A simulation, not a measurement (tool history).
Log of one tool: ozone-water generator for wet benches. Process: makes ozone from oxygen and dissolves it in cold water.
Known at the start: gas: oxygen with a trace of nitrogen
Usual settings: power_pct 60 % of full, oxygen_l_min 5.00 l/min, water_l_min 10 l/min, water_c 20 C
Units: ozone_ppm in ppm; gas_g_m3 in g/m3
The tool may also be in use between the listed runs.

| run | hour | power_pct | oxygen_l_min | water_l_min | water_c | ozone_ppm | gas_g_m3 |
|---|---|---|---|---|---|---|---|
| 1 | 0.0 | 60 | 5.00 | 10 | 20 | 15.9 | 124.4 |
| 2 | 79.9 | 60 | 5.00 | 10 | 20 | 15.6 | 124.9 |
| 3 | 144.9 | 60 | 5.00 | 10 | 20 | 15.8 | 123.6 |
| 4 | 201.2 | 60 | 5.00 | 10 | 20 | 15.7 | 124.5 |
| 5 | 318.2 | 60 | 5.00 | 10 | 20 | 15.6 | 123.9 |
| 6 | 394.3 | 60 | 5.00 | 10 | 20 | 15.3 | 123.1 |
| 7 | 476.7 | 60 | 5.00 | 10 | 20 | 15.6 | 124.1 |
| 8 | 578.8 | 60 | 5.00 | 10 | 20 | 15.3 | 122.3 |
| 9 | 669.1 | 60 | 5.00 | 10 | 20 | 15.4 | 123.5 |
| 10 | 730.6 | 60 | 5.00 | 10 | 20 | 15.0 | 121.8 |
| 11 | 801.6 | 60 | 5.00 | 10 | 13 | 17.5 | 121.6 |
| 12 | 896.5 | 60 | 5.00 | 10 | 13 | 17.4 | 122.8 |
|  | 972.7 | water thermometer calibrated |
| 13 | 988.2 | 60 | 7.26 | 9 | 20 | 15.8 | 105.5 |
| 14 | 1045.7 | 60 | 7.26 | 9 | 20 | 15.9 | 105.4 |
| 15 | 1142.9 | 60 | 7.26 | 9 | 20 | 15.9 | 106.5 |
| 16 | 1208.2 | 60 | 7.26 | 9 | 20 | 15.8 | 106.2 |
| 17 | 1317.3 | 44 | 6.12 | 8 | 22 | 13.7 | 91.0 |
| 18 | 1393.0 | 44 | 6.12 | 8 | 22 | 13.3 | 92.3 |
|  | 1463.3 | water thermometer calibrated, once more |
| 19 | 1503.2 | 59 | 8.06 | 11 | 16 | 14.6 | 98.6 |

Forecast each of these 3 alternatives for the next run:
| A | 1556.4 | 60 | 5.00 | 9 | 20 | ? | ? |
| B | 1556.4 | 60 | 5.00 | 10 | 16 | ? | ? |
| C | 1556.4 | 59 | 3.52 | 11 | 22 | ? | ? |

| run | ozone_ppm | gas_g_m3 |
|---|---|---|
| A | 16.2 | 120.1 |
| B | 16.2 | 118.8 |
| C | 12.9 | 134.8 |
Without the tool's hidden state the same runs would have given:
| run | ozone_ppm | gas_g_m3 |
|---|---|---|
| A | 18.0 | 128.9 |
| B | 18.0 | 127.5 |
| C | 14.4 | 144.6 |

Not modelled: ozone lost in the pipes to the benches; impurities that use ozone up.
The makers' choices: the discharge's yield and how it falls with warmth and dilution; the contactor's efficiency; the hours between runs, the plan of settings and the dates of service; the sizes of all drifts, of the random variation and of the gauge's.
